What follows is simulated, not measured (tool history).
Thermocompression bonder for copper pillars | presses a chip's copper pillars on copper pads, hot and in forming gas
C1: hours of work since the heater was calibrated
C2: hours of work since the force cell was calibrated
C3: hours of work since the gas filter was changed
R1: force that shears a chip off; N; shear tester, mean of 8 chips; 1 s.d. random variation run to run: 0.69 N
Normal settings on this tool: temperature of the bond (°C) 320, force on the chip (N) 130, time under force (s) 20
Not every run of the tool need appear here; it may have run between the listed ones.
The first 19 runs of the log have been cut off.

{"run": 20, "hour": 1371.6, "temperature of the bond (°C)": 349, "force on the chip (N)": 90, "time under force (s)": 10, "C1": 217, "C2": 1651, "C3": 68, "R1": 42.8}
{"run": 21, "hour": 1442.2, "temperature of the bond (°C)": 310, "force on the chip (N)": 114, "time under force (s)": 28, "C1": 271, "C2": 1705, "C3": 122, "R1": 50.2}
{"run": 22, "hour": 1514.7, "temperature of the bond (°C)": 310, "force on the chip (N)": 135, "time under force (s)": 20, "C1": 326, "C2": 1760, "C3": 178, "R1": 49.8}
{"run": 23, "hour": 1597.6, "temperature of the bond (°C)": 321, "force on the chip (N)": 90, "time under force (s)": 15, "C1": 389, "C2": 1824, "C3": 241, "R1": 33.6}
{"hour": 1681.0, "done": "force cell calibrated"}
{"run": 24, "hour": 1682.0, "temperature of the bond (°C)": 314, "force on the chip (N)": 91, "time under force (s)": 25, "C1": 452, "C2": 1, "C3": 304, "R1": 40.0}
{"run": 25, "hour": 1753.4, "temperature of the bond (°C)": 314, "force on the chip (N)": 91, "time under force (s)": 25, "C1": 507, "C2": 55, "C3": 359, "R1": 39.1}
{"hour": 1787.8, "done": "forming gas filter changed"}
{"run": 26, "hour": 1792.8, "temperature of the bond (°C)": 320, "force on the chip (N)": 122, "time under force (s)": 11, "C1": 537, "C2": 85, "C3": 4, "R1": 46.8}
{"run": 27, "hour": 1877.3, "temperature of the bond (°C)": 302, "force on the chip (N)": 122, "time under force (s)": 13, "C1": 601, "C2": 150, "C3": 68, "R1": 37.5}
{"run": 28, "hour": 1946.2, "temperature of the bond (°C)": 302, "force on the chip (N)": 122, "time under force (s)": 13, "C1": 654, "C2": 202, "C3": 121, "R1": 37.9}
{"run": 29, "hour": 2010.4, "temperature of the bond (°C)": 343, "force on the chip (N)": 148, "time under force (s)": 20, "C1": 703, "C2": 251, "C3": 170, "R1": 78.5}
{"run": 30, "hour": 2082.2, "temperature of the bond (°C)": 337, "force on the chip (N)": 163, "time under force (s)": 12, "C1": 758, "C2": 306, "C3": 225, "R1": 69.0}
{"run": 31, "hour": 2160.4, "temperature of the bond (°C)": 337, "force on the chip (N)": 163, "time under force (s)": 12, "C1": 817, "C2": 366, "C3": 285, "R1": 68.4}
{"run": 32, "hour": 2203.6, "temperature of the bond (°C)": 346, "force on the chip (N)": 163, "time under force (s)": 50, "C1": 850, "C2": 399, "C3": 318, "R1": 90.7}
{"hour": 2291.5, "done": "forming gas filter changed"}
{"run": 33, "hour": 2292.7, "temperature of the bond (°C)": 346, "force on the chip (N)": 163, "time under force (s)": 50, "C1": 918, "C2": 466, "C3": 1, "R1": 98.5}
{"run": 34, "hour": 2377.4, "temperature of the bond (°C)": 342, "force on the chip (N)": 130, "time under force (s)": 56, "C1": 983, "C2": 531, "C3": 66, "R1": 90.4}

4 options for the next run, each taken on its own from the tool as it stands now. Forecast them:
{"run": "A", "hour": 2443.5, "temperature of the bond (°C)": 291, "force on the chip (N)": 184, "time under force (s)": 56, "C1": 1033, "C2": 582, "C3": 116, "R1": "?"}
{"run": "B", "hour": 2443.5, "temperature of the bond (°C)": 320, "force on the chip (N)": 178, "time under force (s)": 20, "C1": 1033, "C2": 582, "C3": 116, "R1": "?"}
{"run": "C", "hour": 2443.5, "temperature of the bond (°C)": 341, "force on the chip (N)": 184, "time under force (s)": 56, "C1": 1033, "C2": 582, "C3": 116, "R1": "?"}
{"run": "D", "hour": 2443.5, "temperature of the bond (°C)": 339, "force on the chip (N)": 185, "time under force (s)": 55, "C1": 1033, "C2": 582, "C3": 116, "R1": "?"}

run=A R1=78.5
run=B R1=76.0
run=C R1=98.6
run=D R1=97.1
The same runs, with their run-to-run variation unchanged, on a tool lacking any hidden condition would have given:
run=A R1=78.8
run=B R1=76.5
run=C R1=100.5
run=D R1=98.9
